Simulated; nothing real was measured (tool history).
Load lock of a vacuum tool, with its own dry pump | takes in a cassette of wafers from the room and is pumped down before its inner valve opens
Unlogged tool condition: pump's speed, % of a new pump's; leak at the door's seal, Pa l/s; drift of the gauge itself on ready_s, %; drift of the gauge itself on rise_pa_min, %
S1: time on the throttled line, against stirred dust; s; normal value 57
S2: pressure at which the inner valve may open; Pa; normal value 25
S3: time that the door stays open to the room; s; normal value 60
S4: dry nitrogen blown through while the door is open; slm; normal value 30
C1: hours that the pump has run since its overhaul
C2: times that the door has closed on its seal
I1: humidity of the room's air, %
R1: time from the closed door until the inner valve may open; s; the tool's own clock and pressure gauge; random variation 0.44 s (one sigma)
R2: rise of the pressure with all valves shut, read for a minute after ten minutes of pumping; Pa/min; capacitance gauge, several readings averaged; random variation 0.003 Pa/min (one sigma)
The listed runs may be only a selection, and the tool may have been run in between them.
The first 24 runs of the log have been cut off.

run	hour	S1	S2	S3	S4	C1	C2	I1	R1	R2
25	7954.2	89	30	26	26	5658	21889	44.3	111.4	0.095
26	8262.4	89	30	26	26	5966	22216	44	111.2	0.096
27	8726	94	30	26	7	6430	22708	43.4	115.8	0.113
28	9012.8	57	25	42	10	6717	23012	46.3	86	0.114
29	9222	57	25	43	6	6926	23234	45.4	86.5	0.12
30	9668	57	28	147	16	7372	23707	46.9	86.4	0.143
31	10025.7	96	25	102	5	7730	24087	46.6	119.7	0.145
32	10500.9	76	33	176	40	8205	24591	43.3	100.9	0.114
33	10980.2	76	47	105	40	8684	25099	44.2	99.9	0.119
34	11327.8	32	25	60	30	9032	25468	41.9	66.6	0.12
35	11529.3	32	25	60	30	9233	25682	43.6	66.4	0.123
36	11959.8	38	31	60	30	9664	26139	43	69.9	0.119
37	12444.2	38	31	60	30	10148	26652	46.8	70.3	0.13
38	12860.1	38	31	60	30	10564	27094	44.6	70.1	0.137

Forecast each of these 3 alternatives for the next run:
A	13090.8	38	19	157	30	10795	27338	45.1	?	?
B	13090.8	43	36	60	14	10795	27338	45.3	?	?
C	13090.8	59	31	60	15	10795	27338	44.3	?	?

run	R1	R2
A	72.5	0.147
B	73.5	0.144
C	88.2	0.137
The same runs, with their run-to-run variation unchanged, on a tool lacking any hidden condition would have given:
run	R1	R2
A	70.3	0.05
B	71.5	0.047
C	86.3	0.04
